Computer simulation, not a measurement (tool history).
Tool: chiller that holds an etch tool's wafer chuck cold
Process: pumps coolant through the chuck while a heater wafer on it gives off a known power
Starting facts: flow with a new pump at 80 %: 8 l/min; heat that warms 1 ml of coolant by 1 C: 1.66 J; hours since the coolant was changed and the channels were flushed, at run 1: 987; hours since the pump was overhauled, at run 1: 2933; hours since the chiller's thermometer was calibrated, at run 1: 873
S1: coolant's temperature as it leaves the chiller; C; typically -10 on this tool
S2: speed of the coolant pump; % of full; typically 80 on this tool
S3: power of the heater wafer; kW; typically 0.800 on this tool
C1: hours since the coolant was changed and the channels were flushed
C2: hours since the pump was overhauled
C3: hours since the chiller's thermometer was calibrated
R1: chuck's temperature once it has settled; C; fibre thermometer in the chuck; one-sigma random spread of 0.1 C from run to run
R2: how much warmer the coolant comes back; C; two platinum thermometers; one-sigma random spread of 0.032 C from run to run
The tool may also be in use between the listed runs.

Run 1, hour 0.0: usual settings; C1 987; C2 2933; C3 873. Result: R1 -0.8 C, R2 3.87 C.
Run 2, hour 44.2: usual settings but S3 0.826 kW; C1 1031; C2 2977; C3 917. Result: R1 -0.3 C, R2 3.94 C.
Run 3, hour 81.4: usual settings but S3 0.826 kW; C1 1069; C2 3015; C3 955. Result: R1 -0.4 C, R2 4.02 C.
Run 4, hour 167.0: usual settings but S3 0.826 kW; C1 1154; C2 3100; C3 1040. Result: R1 -0.3 C, R2 4.00 C.
Run 5, hour 214.3: usual settings but S3 0.826 kW; C1 1202; C2 3147; C3 1087. Result: R1 -0.4 C, R2 3.92 C.
Run 6, hour 297.5: usual settings but S3 0.826 kW; C1 1285; C2 3231; C3 1171. Result: R1 -0.4 C, R2 4.04 C.
Run 7, hour 345.5: usual settings but S1 -13 C; C1 1333; C2 3279; C3 1219. Result: R1 -3.7 C, R2 3.88 C.
Run 8, hour 391.0: usual settings but S1 -13 C; C1 1378; C2 3324; C3 1264. Result: R1 -3.6 C, R2 3.83 C.
Run 9, hour 457.9: usual settings but S2 63 % of full; C1 1445; C2 3391; C3 1331. Result: R1 0.9 C, R2 4.97 C.
Run 10, hour 503.1: usual settings but S2 63 % of full; C1 1490; C2 3436; C3 1376. Result: R1 0.9 C, R2 4.99 C.
Run 11, hour 567.7: usual settings but S2 63 % of full; C1 1555; C2 3501; C3 1441. Result: R1 1.0 C, R2 5.01 C.
Run 12, hour 643.5: usual settings but S3 0.941 kW; C1 1631; C2 3577; C3 1517. Result: R1 1.1 C, R2 4.55 C.
Run 13, hour 712.8: usual settings but S3 0.941 kW; C1 1700; C2 3646; C3 1586. Result: R1 1.2 C, R2 4.57 C.
Run 14, hour 783.3: usual settings but S1 -16 C; C1 1770; C2 3716; C3 1656. Result: R1 -6.6 C, R2 3.85 C.
Run 15, hour 863.8: usual settings; C1 1851; C2 3797; C3 1737. Result: R1 -0.5 C, R2 3.92 C.
Run 16, hour 939.6: usual settings but S3 0.584 kW; C1 1927; C2 3873; C3 1813. Result: R1 -3.0 C, R2 2.83 C.
At hour 946.5: chiller's thermometer calibrated.
Run 17, hour 1017.0: usual settings but S3 0.584 kW; C1 2003; C2 3949; C3 70. Result: R1 -3.1 C, R2 2.88 C.
Run 18, hour 1054.5: usual settings but S1 -17 C, S2 61 % of full; C1 2041; C2 3987; C3 108. Result: R1 -5.6 C, R2 5.24 C.
At hour 1073.2: chiller's thermometer calibrated, once more.
Run 19, hour 1122.8: usual settings but S1 -17 C, S2 61 % of full; C1 2108; C2 4054; C3 50. Result: R1 -5.9 C, R2 5.24 C.
Run 20, hour 1158.4: usual settings but S1 -17 C, S2 61 % of full; C1 2144; C2 4090; C3 85. Result: R1 -5.9 C, R2 5.27 C.
Run 21, hour 1226.3: usual settings but S1 -17 C, S2 61 % of full; C1 2211; C2 4157; C3 153. Result: R1 -5.7 C, R2 5.32 C.
Run 22, hour 1297.1: usual settings but S1 -17 C, S2 61 % of full; C1 2282; C2 4228; C3 224. Result: R1 -5.6 C, R2 5.26 C.
Run 23, hour 1375.3: usual settings but S1 -17 C, S2 91 % of full, S3 0.712 kW; C1 2360; C2 4306; C3 302. Result: R1 -9.0 C, R2 3.09 C.
Run 24, hour 1431.1: usual settings but S1 -17 C, S2 77 % of full, S3 0.712 kW; C1 2416; C2 4362; C3 358. Result: R1 -8.3 C, R2 3.68 C.
Run 25, hour 1471.5: usual settings but S1 -17 C, S2 77 % of full, S3 0.712 kW; C1 2457; C2 4403; C3 398. Result: R1 -8.4 C, R2 3.64 C.
Run 26, hour 1526.7: usual settings but S1 -8 C, S2 99 % of full, S3 0.641 kW; C1 2512; C2 4458; C3 453. Result: R1 -1.0 C, R2 2.46 C.
Run 27, hour 1585.8: usual settings but S1 -8 C, S2 99 % of full, S3 0.641 kW; C1 2571; C2 4517; C3 513. Result: R1 -1.3 C, R2 2.51 C.
Run 28, hour 1631.1: usual settings but S1 -5 C, S2 61 % of full, S3 0.809 kW; C1 2616; C2 4562; C3 558. Result: R1 6.3 C, R2 5.37 C.
Run 29, hour 1676.7: usual settings but S1 -5 C, S2 61 % of full, S3 0.809 kW; C1 2662; C2 4608; C3 604. Result: R1 6.4 C, R2 5.37 C.
Run 30, hour 1725.0: usual settings but S2 63 % of full, S3 0.652 kW; C1 2710; C2 4656; C3 652. Result: R1 -0.9 C, R2 4.21 C.
Run 31, hour 1764.5: usual settings but S1 -2 C, S2 63 % of full, S3 0.652 kW; C1 2750; C2 4696; C3 691. Result: R1 7.1 C, R2 4.17 C.
Run 32, hour 1815.3: usual settings but S1 -2 C, S2 63 % of full, S3 0.652 kW; C1 2801; C2 4746; C3 742. Result: R1 7.1 C, R2 4.16 C.

Run by run, hidden condition taken away, random variation retained:
Hidden state present: heat passed by the chuck's channels, % of clean ones'; flow at a given pump speed, % of a new pump's; coolant's true temperature over the reading, C; drift of the gauge itself on chuck_c, C; drift of the gauge itself on warmer_back_c, C.
run    R1    R2
  1  -1.3  3.65
  2  -0.8  3.71
  3  -0.9  3.78
  4  -0.9  3.75
  5  -1.0  3.67
  6  -1.0  3.78
  7  -4.3  3.63
  8  -4.2  3.58
  9   0.2  4.64
 10   0.2  4.65
 11   0.3  4.66
 12   0.3  4.22
 13   0.4  4.24
 14  -7.2  3.57
 15  -1.3  3.63
 16  -3.6  2.61
 17  -3.7  2.66
 18  -6.5  4.83
 19  -6.7  4.82
 20  -6.7  4.85
 21  -6.5  4.89
 22  -6.5  4.83
 23  -9.6  2.83
 24  -9.0  3.37
 25  -9.0  3.33
 26  -1.6  2.24
 27  -1.9  2.28
 28   5.3  4.89
 29   5.5  4.89
 30  -1.7  3.83
 31   6.3  3.79
 32   6.3  3.76

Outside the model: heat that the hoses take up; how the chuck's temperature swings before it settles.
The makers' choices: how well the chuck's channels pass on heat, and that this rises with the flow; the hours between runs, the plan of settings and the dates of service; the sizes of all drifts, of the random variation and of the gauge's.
